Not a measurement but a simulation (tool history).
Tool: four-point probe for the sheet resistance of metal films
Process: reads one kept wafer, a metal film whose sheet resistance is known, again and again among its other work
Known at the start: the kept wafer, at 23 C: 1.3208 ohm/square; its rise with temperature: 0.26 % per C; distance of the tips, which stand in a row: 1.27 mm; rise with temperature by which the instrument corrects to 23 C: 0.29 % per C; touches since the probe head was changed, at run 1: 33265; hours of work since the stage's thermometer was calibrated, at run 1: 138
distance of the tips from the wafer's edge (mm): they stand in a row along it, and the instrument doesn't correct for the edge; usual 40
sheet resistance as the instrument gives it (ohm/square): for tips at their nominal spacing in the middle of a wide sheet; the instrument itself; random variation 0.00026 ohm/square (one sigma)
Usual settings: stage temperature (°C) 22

run,day,stage temperature (°C),distance of the tips from the wafer's edge (mm),touches since the probe head was changed,hours of work since the stage's thermometer was calibrated,sheet resistance as the instrument gives it (ohm/square)
1,0,22,40,33265,138,1.317701
2,0.704,22,40,34203,149,1.317699
3,1.288,22,40,34986,158,1.318049
4,1.642,22,40,35458,163,1.318232
5,2.108,22,40,36082,170,1.318407
6,2.779,22,40,36979,180,1.318083
7,3.517,22,14,37963,191,1.32359
8,3.867,22,14,38432,197,1.323588
9,4.317,22,14,39031,204,1.323732
10,4.817,22,14,39699,211,1.323726
11,5.504,22,14,40619,222,1.323422
12,6.225,22,29,41581,233,1.319411
13,6.862,22,3,42430,242,1.433184
# day 6.933: stage's thermometer calibrated
14,7.517,22,40,43279,9,1.319086
15,7.975,22,40,43891,16,1.319321
16,8.521,22,40,44616,24,1.319262
17,9.046,20,40,45319,32,1.320453
18,9.792,22,12,46317,43,1.326408
# day 10.321: stage's thermometer calibrated, once more
19,10.367,22,63,47057,1,1.31894
20,10.808,22,63,47646,7,1.318802
21,11.404,22,4,48444,17,1.386499
22,12.054,20,34,49308,26,1.320647
23,12.442,30,40,49827,32,1.315626
24,13.179,30,40,50812,43,1.31515
25,13.742,30,40,51564,52,1.315834
26,14.129,26,27,52082,58,1.318403
27,14.583,29,40,52688,65,1.31554
28,15.096,25,10,53373,73,1.328972
29,15.633,19,40,54093,81,1.321461
30,16.208,32,10,54862,90,1.325654
31,16.929,34,40,55824,101,1.313555
32,17.35,30,19,56382,107,1.318211
33,18.067,30,19,57344,118,1.318997
34,18.575,26,9,58019,126,1.331647
35,19.017,24,38,58612,132,1.319498
36,19.721,24,38,59551,143,1.319708
37,20.096,29,26,60052,149,1.317919
38,20.458,23,26,60536,154,1.320528
39,21.233,20,36,61572,166,1.321945
40,21.912,23,10,62479,176,1.33092
41,22.45,33,15,63198,184,1.320148
42,23.208,19,19,64211,196,1.324892

How the hidden state differs across the entries between the runs, from the last listed run before each to the first after it:
Between runs 13 and 14: stage's thermometer calibrated (day 6.933)
  inner tips' distance over the nominal, %: -0.245 -> -0.238; tips' flats over new ones', %: 72 -> 73; wafer's true temperature over the reading, C: 0.1 -> 0.15
  measured less the result without the state, sheet resistance as the instrument gives it (ohm/square): -0.003394 -> -0.002912
Between runs 18 and 19: stage's thermometer calibrated, once more (day 10.321)
  inner tips' distance over the nominal, %: -0.217 -> -0.211; tips' flats over new ones', %: 79 -> 80; wafer's true temperature over the reading, C: 0.16 -> 0.02
  measured less the result without the state, sheet resistance as the instrument gives it (ohm/square): -0.002588 -> -0.002946

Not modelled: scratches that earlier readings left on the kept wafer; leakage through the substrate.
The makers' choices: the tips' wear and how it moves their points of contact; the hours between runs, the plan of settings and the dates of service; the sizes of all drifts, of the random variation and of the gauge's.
